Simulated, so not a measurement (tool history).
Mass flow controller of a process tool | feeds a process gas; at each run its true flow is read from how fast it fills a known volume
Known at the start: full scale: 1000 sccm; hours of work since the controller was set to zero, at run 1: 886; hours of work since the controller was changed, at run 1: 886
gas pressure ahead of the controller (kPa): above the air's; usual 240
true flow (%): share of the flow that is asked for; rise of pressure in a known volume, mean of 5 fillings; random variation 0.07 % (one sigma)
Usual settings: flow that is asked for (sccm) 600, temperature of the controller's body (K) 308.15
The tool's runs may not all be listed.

| run | hour | flow that is asked for (sccm) | gas pressure ahead of the controller (kPa) | temperature of the controller's body (K) | hours of work since the controller was set to zero | hours of work since the controller was changed | true flow (%) |
|---|---|---|---|---|---|---|---|
| 1 | 0.0 | 600 | 240 | 308.15 | 886 | 886 | 97.82 |
| 2 | 39.0 | 600 | 240 | 308.15 | 913 | 913 | 98.09 |
| 3 | 112.3 | 600 | 240 | 308.15 | 965 | 965 | 98.08 |
| 4 | 205.1 | 600 | 240 | 308.15 | 1030 | 1030 | 98.33 |
| 5 | 254.3 | 600 | 240 | 308.15 | 1064 | 1064 | 98.27 |
| 6 | 338.6 | 600 | 151 | 308.15 | 1123 | 1123 | 98.24 |
| 7 | 400.2 | 600 | 240 | 308.15 | 1167 | 1167 | 98.60 |
| 8 | 488.3 | 600 | 240 | 302.15 | 1228 | 1228 | 99.25 |
| 9 | 551.3 | 600 | 240 | 309.15 | 1273 | 1273 | 98.80 |
| 10 | 602.3 | 600 | 240 | 309.15 | 1308 | 1308 | 98.91 |
| 11 | 680.3 | 600 | 240 | 308.15 | 1363 | 1363 | 99.08 |
| 12 | 729.5 | 600 | 240 | 308.15 | 1398 | 1398 | 99.22 |
| 13 | 784.2 | 600 | 240 | 308.15 | 1436 | 1436 | 99.25 |
|  | 839.1 | gauge calibrated |
| 14 | 839.1 | 600 | 240 | 308.15 | 1474 | 1474 | 97.76 |
| 15 | 924.2 | 600 | 240 | 308.15 | 1534 | 1534 | 97.99 |
| 16 | 1014.5 | 600 | 240 | 308.15 | 1597 | 1597 | 98.21 |
| 17 | 1091.2 | 600 | 240 | 308.15 | 1651 | 1651 | 98.29 |
| 18 | 1163.1 | 600 | 240 | 308.15 | 1702 | 1702 | 98.45 |
| 19 | 1225.3 | 437 | 198 | 312.15 | 1745 | 1745 | 97.41 |
| 20 | 1294.6 | 600 | 201 | 302.15 | 1794 | 1794 | 99.16 |
| 21 | 1343.7 | 600 | 183 | 294.15 | 1828 | 1828 | 99.89 |
| 22 | 1432.3 | 600 | 183 | 294.15 | 1890 | 1890 | 100.16 |
| 23 | 1493.5 | 600 | 183 | 294.15 | 1933 | 1933 | 100.21 |
| 24 | 1576.8 | 600 | 183 | 294.15 | 1992 | 1992 | 100.31 |
| 25 | 1663.3 | 645 | 207 | 308.15 | 2052 | 2052 | 99.37 |
| 26 | 1750.6 | 645 | 207 | 303.15 | 2114 | 2114 | 100.04 |
| 27 | 1788.9 | 132 | 155 | 304.15 | 2140 | 2140 | 98.18 |
| 28 | 1847.0 | 203 | 151 | 305.15 | 2181 | 2181 | 98.44 |
| 29 | 1896.2 | 600 | 185 | 308.15 | 2216 | 2216 | 99.71 |
| 30 | 1980.0 | 957 | 181 | 308.15 | 2275 | 2275 | 101.03 |
| 31 | 2058.2 | 772 | 240 | 303.15 | 2329 | 2329 | 101.12 |
| 32 | 2129.8 | 109 | 151 | 308.15 | 2380 | 2380 | 98.21 |
| 33 | 2185.9 | 109 | 151 | 308.15 | 2419 | 2419 | 98.43 |
| 34 | 2277.9 | 109 | 151 | 308.15 | 2483 | 2483 | 98.42 |
| 35 | 2337.4 | 114 | 147 | 299.15 | 2525 | 2525 | 99.39 |

4 ways to go on from here, each from the tool as it stands after run 35. What would each give?
| A | 2395.8 | 600 | 240 | 302.15 | 2566 | 2566 | ? |
| B | 2395.8 | 224 | 147 | 294.15 | 2566 | 2566 | ? |
| C | 2395.8 | 373 | 176 | 299.15 | 2566 | 2566 | ? |
| D | 2395.8 | 202 | 186 | 293.15 | 2566 | 2566 | ? |

| run | true flow (%) |
|---|---|
| A | 101.30 |
| B | 100.41 |
| C | 100.56 |
| D | 100.58 |
Without the tool's hidden state the same runs would have given:
| run | true flow (%) |
|---|---|
| A | 98.45 |
| B | 97.59 |
| C | 97.72 |
| D | 97.75 |

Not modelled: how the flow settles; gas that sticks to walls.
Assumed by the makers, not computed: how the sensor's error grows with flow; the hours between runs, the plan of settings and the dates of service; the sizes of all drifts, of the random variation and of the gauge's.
